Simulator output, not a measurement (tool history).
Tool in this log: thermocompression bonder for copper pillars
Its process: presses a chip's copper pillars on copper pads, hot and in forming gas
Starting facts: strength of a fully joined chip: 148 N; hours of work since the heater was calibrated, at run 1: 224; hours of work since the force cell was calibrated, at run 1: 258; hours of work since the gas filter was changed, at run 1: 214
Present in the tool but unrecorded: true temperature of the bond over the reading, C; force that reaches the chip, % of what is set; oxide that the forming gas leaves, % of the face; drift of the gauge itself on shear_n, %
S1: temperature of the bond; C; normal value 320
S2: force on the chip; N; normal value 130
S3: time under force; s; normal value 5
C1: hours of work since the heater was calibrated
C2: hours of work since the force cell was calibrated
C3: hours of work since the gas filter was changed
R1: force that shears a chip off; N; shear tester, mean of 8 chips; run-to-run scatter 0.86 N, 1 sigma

run     day   S1   S2  S3   C1   C2   C3     R1
  1   0.000  320  130   5  224  258  214   99.5
  2   0.479  320  130   5  229  263  219   98.9
  3   1.017  320  130   5  235  269  224   99.7
  4   1.454  320  130   5  239  273  229   99.3
  5   1.950  344  130   5  244  278  234  112.0
  6   2.517  344  105   5  250  284  240  104.5
  7   2.846  311  130   5  253  287  243   94.2
  8   3.204  320  130   5  257  291  247   99.0
  9   3.800  320  130   5  263  297  253   98.0
 10   4.362  320  130   5  269  303  258   98.3
 11   4.746  320  130   5  273  307  262   99.4
 12   5.058  320  130   7  276  310  265  109.2
 13   5.733  333  112   5  283  317  272   99.5
 14   6.225  333  112   6  288  322  277  104.7
 15   6.596  333  112   6  291  325  281  105.3
 16   7.279  310   95   5  298  332  288   79.7
 17   7.696  302  158   8  303  337  292  107.2
 18   8.421  332  130   5  310  344  300  105.2
 19   9.150  345  106   5  317  351  307  104.7
 20   9.896  331  106   5  325  359  315   96.7
 21  10.654  331  106   5  333  367  322   96.1

3 ways to go on from here, each from the tool as it stands after run 21. What would each give?
  A  10.979  339  106   3  336  370  326   ?
  B  10.979  314  130   7  336  370  326   ?
  C  10.979  347  128   9  336  370  326   ?

run     R1
  A   86.3
  B  100.9
  C  122.6
What these runs would have given with no unlogged condition in the tool:
run     R1
  A   93.9
  B  109.4
  C  131.1

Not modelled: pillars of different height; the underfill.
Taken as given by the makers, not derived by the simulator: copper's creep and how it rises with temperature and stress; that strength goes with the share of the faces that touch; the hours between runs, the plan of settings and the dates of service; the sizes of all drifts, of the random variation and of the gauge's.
